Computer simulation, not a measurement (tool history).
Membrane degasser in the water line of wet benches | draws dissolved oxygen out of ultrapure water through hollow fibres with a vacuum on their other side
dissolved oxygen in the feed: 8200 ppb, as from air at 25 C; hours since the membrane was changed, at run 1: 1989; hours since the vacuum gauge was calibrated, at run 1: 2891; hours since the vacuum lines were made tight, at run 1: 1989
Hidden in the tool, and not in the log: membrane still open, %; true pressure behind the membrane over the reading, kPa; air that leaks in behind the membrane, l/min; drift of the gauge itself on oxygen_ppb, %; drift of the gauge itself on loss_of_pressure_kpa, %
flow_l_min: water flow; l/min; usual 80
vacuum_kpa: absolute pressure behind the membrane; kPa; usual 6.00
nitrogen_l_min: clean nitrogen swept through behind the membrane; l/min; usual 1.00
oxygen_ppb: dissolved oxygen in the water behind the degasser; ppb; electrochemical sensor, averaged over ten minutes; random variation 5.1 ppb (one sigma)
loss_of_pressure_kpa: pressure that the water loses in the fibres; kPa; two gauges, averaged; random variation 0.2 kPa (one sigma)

run    hour  flow_l_min  vacuum_kpa  nitrogen_l_min  hours since the membrane was changed  hours since the vacuum gauge was calibrated  hours since the vacuum lines were made tight  oxygen_ppb  loss_of_pressure_kpa
  1     0.0          80        6.00            1.00                                  1989                                         2891                                          1989       563.4                 42.50
  2    70.3          80        6.00            1.00                                  2060                                         2961                                          2060       558.1                 42.49
  3   115.3          80        6.00            1.00                                  2105                                         3006                                          2105       569.5                 42.38
  4   165.8          80        6.00            1.00                                  2155                                         3056                                          2155       561.8                 43.04
  5   216.3          80        6.00            1.00                                  2206                                         3107                                          2206       566.5                 43.23
  6   263.0          55        6.00            1.00                                  2252                                         3154                                          2252       360.9                 29.13
  7   320.8          55        6.00            1.00                                  2310                                         3211                                          2310       366.9                 29.45
  8   386.1          55        6.00            1.00                                  2375                                         3277                                          2375       366.2                 29.42
  9   425.3          80        6.00            1.00                                  2414                                         3316                                          2414       567.4                 42.74
 10   486.1          80        6.00            1.00                                  2475                                         3377                                          2475       572.0                 42.88
 11   523.6          80        6.00            1.17                                  2513                                         3414                                          2513       524.4                 42.21
 12   596.5          80        6.00            1.17                                  2586                                         3487                                          2586       531.0                 42.99
 13   639.9          80        6.00            1.17                                  2629                                         3531                                          2629       530.5                 42.75
 14   710.4          80        6.00            1.00                                  2700                                         3601                                          2700       573.2                 42.66
 15   752.3          80       12.39            1.00                                  2742                                         3643                                          2742      1265.3                 42.51
 16   813.6          80       12.39            1.00                                  2803                                         3704                                          2803      1290.2                 42.88
 17   874.6          92        7.94            1.98                                  2864                                         3765                                          2864       675.3                 49.16
 18   906.9          92        7.94            1.98                                  2896                                         3797                                          2896       686.2                 49.56
 19   951.1          92        6.10            1.50                                  2940                                         3842                                          2940       602.2                 49.46
 20  1022.7          69        6.10            1.50                                  3012                                         3913                                          3012       401.9                 37.33
 21  1061.1         104       10.99            1.67                                  3050                                         3952                                          3050      1116.2                 55.78
 22  1133.0          66       10.99            0.69                                  3122                                         4024                                          3122      1226.4                 35.49
 23  1176.8          66       10.99            0.69                                  3166                                         4067                                          3166      1196.3                 35.40
 24  1232.9          71       10.10            0.69                                  3222                                         4123                                          3222      1141.3                 38.28
 25  1282.3          71       10.10            0.69                                  3272                                         4173                                          3272      1154.4                 38.14
 26  1319.9          78       10.65            0.69                                  3309                                         4211                                          3309      1317.2                 41.77
 27  1386.7          80        6.00            1.23                                  3376                                         4277                                          3376       539.0                 43.36
 28  1447.3         126        6.59            0.82                                  3437                                         4338                                          3437      1169.3                 68.07
 29  1514.5          75       13.24            1.26                                  3504                                         4405                                          3504      1162.4                 40.41
 30  1585.2         108        6.97            0.61                                  3574                                         4476                                          3574      1179.1                 57.82
 31  1656.7         108        6.97            0.61                                  3646                                         4547                                          3646      1184.1                 58.05

3 ways to go on from here, each from the tool as it stands after run 31. What would each give?
  A  1693.6          98        5.08            0.70                                  3683                                         4584                                          3683           ?                     ?
  B  1693.6          81        4.27            1.99                                  3683                                         4584                                          3683           ?                     ?
  C  1693.6          65       13.08            0.45                                  3683                                         4584                                          3683           ?                     ?

run  oxygen_ppb  loss_of_pressure_kpa
  A       725.6                 52.80
  B       314.0                 43.64
  C      1767.3                 34.92
Without the tool's hidden state the same runs would have given:
run  oxygen_ppb  loss_of_pressure_kpa
  A       603.0                 51.33
  B       250.1                 42.43
  C      1685.6                 33.95
